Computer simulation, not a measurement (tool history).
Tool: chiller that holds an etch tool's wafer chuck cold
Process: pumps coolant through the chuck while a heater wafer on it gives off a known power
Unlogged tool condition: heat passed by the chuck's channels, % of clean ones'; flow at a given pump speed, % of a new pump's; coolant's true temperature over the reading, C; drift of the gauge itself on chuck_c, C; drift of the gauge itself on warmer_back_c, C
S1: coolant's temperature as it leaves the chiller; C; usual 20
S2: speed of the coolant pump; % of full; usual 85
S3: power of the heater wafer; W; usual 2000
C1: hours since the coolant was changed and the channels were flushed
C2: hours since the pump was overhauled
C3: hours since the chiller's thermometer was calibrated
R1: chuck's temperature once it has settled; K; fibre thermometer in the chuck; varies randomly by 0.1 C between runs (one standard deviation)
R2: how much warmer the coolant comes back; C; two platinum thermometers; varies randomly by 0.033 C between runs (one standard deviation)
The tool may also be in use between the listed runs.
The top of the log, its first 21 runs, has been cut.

| run | hour | S1 | S2 | S3 | C1 | C2 | C3 | R1 | R2 |
|---|---|---|---|---|---|---|---|---|---|
| 22 | 3148.7 | 28 | 71 | 2851 | 1231 | 5631 | 280 | 327.55 | 7.24 |
| 23 | 3327.7 | 15 | 79 | 2000 | 1410 | 5810 | 459 | 305.75 | 4.62 |
|  | 3382.4 | coolant pump overhauled |
| 24 | 3520.7 | 13 | 79 | 1883 | 1598 | 138 | 647 | 302.65 | 4.33 |
| 25 | 3667.9 | 25 | 100 | 1255 | 1746 | 285 | 794 | 307.95 | 2.26 |
| 26 | 3772.7 | 20 | 65 | 1644 | 1850 | 390 | 899 | 308.85 | 4.56 |
| 27 | 3949.2 | 20 | 66 | 2000 | 2027 | 567 | 1076 | 312.35 | 5.44 |
| 28 | 4066.1 | 20 | 66 | 2000 | 2144 | 684 | 1193 | 312.25 | 5.46 |
| 29 | 4259.3 | 11 | 88 | 1998 | 2337 | 877 | 1386 | 300.85 | 4.18 |
| 30 | 4351.0 | 11 | 88 | 1998 | 2429 | 969 | 1477 | 300.65 | 4.10 |
| 31 | 4555.9 | 11 | 88 | 1998 | 2634 | 1173 | 1682 | 300.65 | 4.03 |
| 32 | 4755.7 | 20 | 92 | 1758 | 2833 | 1373 | 1882 | 307.35 | 3.48 |

Predict each of these 4 candidate next runs independently; none follows another, all start after run 32:
| A | 4909.2 | 20 | 85 | 2534 | 2987 | 1527 | 2036 | ? | ? |
| B | 4909.2 | 23 | 74 | 1783 | 2987 | 1527 | 2036 | ? | ? |
| C | 4909.2 | 13 | 88 | 2548 | 2987 | 1527 | 2036 | ? | ? |
| D | 4909.2 | 20 | 100 | 1216 | 2987 | 1527 | 2036 | ? | ? |

| run | R1 | R2 |
|---|---|---|
| A | 314.55 | 5.28 |
| B | 312.35 | 4.37 |
| C | 307.25 | 5.24 |
| D | 302.45 | 2.28 |
Without the tool's unlogged condition, the same runs would have read:
| run | R1 | R2 |
|---|---|---|
| A | 314.55 | 5.28 |
| B | 312.35 | 4.37 |
| C | 307.25 | 5.24 |
| D | 302.45 | 2.28 |
